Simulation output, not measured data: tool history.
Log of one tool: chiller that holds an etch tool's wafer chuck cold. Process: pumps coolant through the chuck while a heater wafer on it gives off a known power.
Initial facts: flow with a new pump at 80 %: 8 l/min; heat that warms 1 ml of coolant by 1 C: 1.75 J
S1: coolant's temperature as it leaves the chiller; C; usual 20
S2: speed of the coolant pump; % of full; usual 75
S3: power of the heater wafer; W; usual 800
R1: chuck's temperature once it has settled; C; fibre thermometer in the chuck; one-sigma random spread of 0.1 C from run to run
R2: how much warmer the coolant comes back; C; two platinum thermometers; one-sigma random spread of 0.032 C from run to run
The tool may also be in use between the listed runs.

run    hour  S1  S2    S3    R1    R2
  1     0.0  20  75   800  28.1  3.64
  2    66.3  15  75   800  23.0  3.68
  3   131.0  20  90   800  27.2  3.11
  4   190.1  20  75   935  29.4  4.23
  5   227.1  23  75   800  30.7  3.68
  6   258.6  23  75   617  29.1  2.82
  7   311.4  23  75   617  29.4  2.74
  8   381.4  20  68   800  28.4  4.01
  9   438.8  20  68   800  28.3  3.97
 10   476.3  20  68   800  28.4  4.04
 11   535.3  20  68   800  28.5  4.05
 12   574.4  11  68   800  19.4  3.99
 13   625.4  20  73   800  28.0  3.77
 14   665.6  20  75   689  26.7  3.15
 15   698.3  20  75   689  26.8  3.15
 16   751.5  20  75   567  25.6  2.56
 17   805.2  12  72  1067  22.9  5.09
 18   856.2  12  88   440  15.9  1.70
 19   921.0  20  75   928  29.0  4.24
 20   953.9  20  75   928  29.2  4.19
 21   993.0  15  75   928  24.3  4.25
 22  1054.6  18  74  1034  28.3  4.76
 23  1120.9  18  74  1034  28.4  4.77
 24  1163.6  25  98   665  30.6  2.33
 25  1206.6  25  98   665  30.7  2.33
 26  1243.7  19  87   800  26.5  3.14
 27  1311.8  25  85   800  32.4  3.27
 28  1342.8  20  64   624  26.8  3.32
 29  1389.6  20  76  1025  30.1  4.61
 30  1424.5  20  85   619  25.8  2.46
 31  1456.7  21  75   847  29.3  3.88

5 ways to go on from here, each from the tool as it stands after run 31. What would each give?
  A  1515.0  25  71  800   ?   ?
  B  1515.0  24  75  847   ?   ?
  C  1515.0  22  90  690   ?   ?
  D  1515.0  18  78  633   ?   ?
  E  1515.0  20  71  407   ?   ?

run    R1    R2
  A  33.1  3.81
  B  32.3  3.81
  C  28.2  2.67
  D  24.1  2.81
  E  24.1  1.97
With the hidden condition removed and each run's random variation left untouched, the same runs would have given:
run    R1    R2
  A  33.1  3.81
  B  32.3  3.80
  C  28.2  2.67
  D  24.1  2.81
  E  24.1  1.97
